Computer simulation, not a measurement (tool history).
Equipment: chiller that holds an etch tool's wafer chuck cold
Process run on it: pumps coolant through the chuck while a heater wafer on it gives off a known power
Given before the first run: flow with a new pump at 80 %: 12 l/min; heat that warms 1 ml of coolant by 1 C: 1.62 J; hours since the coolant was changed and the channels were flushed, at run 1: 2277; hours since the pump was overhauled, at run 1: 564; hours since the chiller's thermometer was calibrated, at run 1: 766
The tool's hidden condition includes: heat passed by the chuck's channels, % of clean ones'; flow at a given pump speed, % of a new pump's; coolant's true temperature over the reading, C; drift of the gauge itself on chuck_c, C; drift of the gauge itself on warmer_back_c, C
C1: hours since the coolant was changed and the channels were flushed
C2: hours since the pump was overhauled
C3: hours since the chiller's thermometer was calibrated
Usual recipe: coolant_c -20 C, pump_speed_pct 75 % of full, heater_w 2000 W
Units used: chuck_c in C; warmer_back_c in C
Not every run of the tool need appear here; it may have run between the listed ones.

Run 1, hour 0: usual settings; C1 2277; C2 564; C3 766. Result: chuck_c -4.4 C, warmer_back_c 6.67 C.
Run 2, hour 34.9: usual settings; C1 2312; C2 599; C3 801. Result: chuck_c -4.5 C, warmer_back_c 6.62 C.
Run 3, hour 52.5: usual settings; C1 2329; C2 616; C3 819. Result: chuck_c -4.4 C, warmer_back_c 6.77 C.
Run 4, hour 68.2: usual settings; C1 2345; C2 632; C3 834. Result: chuck_c -4.5 C, warmer_back_c 6.63 C.
Run 5, hour 93.2: usual settings but pump_speed_pct 67 % of full; C1 2370; C2 657; C3 859. Result: chuck_c -2.5 C, warmer_back_c 7.59 C.
Run 6, hour 108.4: usual settings but pump_speed_pct 67 % of full; C1 2385; C2 672; C3 875. Result: chuck_c -2.5 C, warmer_back_c 7.66 C.
Run 7, hour 131.4: usual settings but pump_speed_pct 97 % of full; C1 2408; C2 695; C3 898. Result: chuck_c -7.8 C, warmer_back_c 5.07 C.
Run 8, hour 150.4: usual settings but pump_speed_pct 97 % of full; C1 2427; C2 714; C3 916. Result: chuck_c -7.7 C, warmer_back_c 5.08 C.
Run 9, hour 172.1: usual settings but pump_speed_pct 97 % of full; C1 2449; C2 736; C3 938. Result: chuck_c -8.1 C, warmer_back_c 5.12 C.
Run 10, hour 186.8: usual settings but pump_speed_pct 97 % of full; C1 2464; C2 750; C3 953. Result: chuck_c -7.9 C, warmer_back_c 5.11 C.
Run 11, hour 209.4: usual settings but pump_speed_pct 97 % of full; C1 2486; C2 773; C3 975. Result: chuck_c -8.1 C, warmer_back_c 5.16 C.
Run 12, hour 235.1: usual settings; C1 2512; C2 799; C3 1001. Result: chuck_c -4.3 C, warmer_back_c 6.78 C.
Run 13, hour 267.2: usual settings; C1 2544; C2 831; C3 1033. Result: chuck_c -4.4 C, warmer_back_c 6.86 C.
Run 14, hour 299.8: usual settings; C1 2577; C2 863; C3 1066. Result: chuck_c -4.4 C, warmer_back_c 6.83 C.
Run 15, hour 336.1: usual settings; C1 2613; C2 900; C3 1102. Result: chuck_c -4.5 C, warmer_back_c 6.94 C.
Run 16, hour 368.2: usual settings but pump_speed_pct 66 % of full; C1 2645; C2 932; C3 1134. Result: chuck_c -2.2 C, warmer_back_c 8.01 C.
Run 17, hour 392.7: usual settings but coolant_c -18 C, pump_speed_pct 68 % of full, heater_w 1860 W; C1 2669; C2 956; C3 1159. Result: chuck_c -2 C, warmer_back_c 7.16 C.
Run 18, hour 409: usual settings but coolant_c -26 C, pump_speed_pct 80 % of full, heater_w 1306 W; C1 2686; C2 973; C3 1175. Result: chuck_c -16.5 C, warmer_back_c 4.33 C.
Run 19, hour 424.9: usual settings but pump_speed_pct 71 % of full; C1 2702; C2 989; C3 1191. Result: chuck_c -3.4 C, warmer_back_c 7.39 C.
Run 20, hour 458.5: usual settings but heater_w 1768 W; C1 2735; C2 1022; C3 1225. Result: chuck_c -6.3 C, warmer_back_c 6.2 C.
Run 21, hour 480.6: usual settings but coolant_c -22 C, pump_speed_pct 91 % of full, heater_w 2953 W; C1 2757; C2 1044; C3 1247. Result: chuck_c -3.1 C, warmer_back_c 8.26 C.
Run 22, hour 499.3: usual settings but coolant_c -21 C, pump_speed_pct 91 % of full, heater_w 2953 W; C1 2776; C2 1063; C3 1265. Result: chuck_c -2.1 C, warmer_back_c 8.33 C.
Run 23, hour 535.8: usual settings but coolant_c -21 C, pump_speed_pct 76 % of full, heater_w 1511 W; C1 2812; C2 1099; C3 1302. Result: chuck_c -9.3 C, warmer_back_c 5.38 C.
Run 24, hour 555.2: usual settings but pump_speed_pct 62 % of full; C1 2832; C2 1119; C3 1321. Result: chuck_c -1.2 C, warmer_back_c 8.66 C.
At hour 565.3: gauge calibrated.
Run 25, hour 582.5: usual settings but pump_speed_pct 62 % of full; C1 2859; C2 1146; C3 1349. Result: chuck_c -1 C, warmer_back_c 8.27 C.
Run 26, hour 611.1: usual settings but pump_speed_pct 62 % of full; C1 2888; C2 1175; C3 1377. Result: chuck_c -1 C, warmer_back_c 8.23 C.

Run 27 has not been measured yet. What should we expect?
Run 27, hour 632: usual settings but coolant_c -21 C, pump_speed_pct 88 % of full, heater_w 1922 W; C1 2909; C2 1196; C3 1398. Result: chuck_c ?, warmer_back_c ?.

{"run 27": {"chuck_c": -8.1, "warmer_back_c": 5.42}}
Minus the tool's unlogged condition, the same run would have read chuck_c -8.1 C, warmer_back_c 5.37 C.
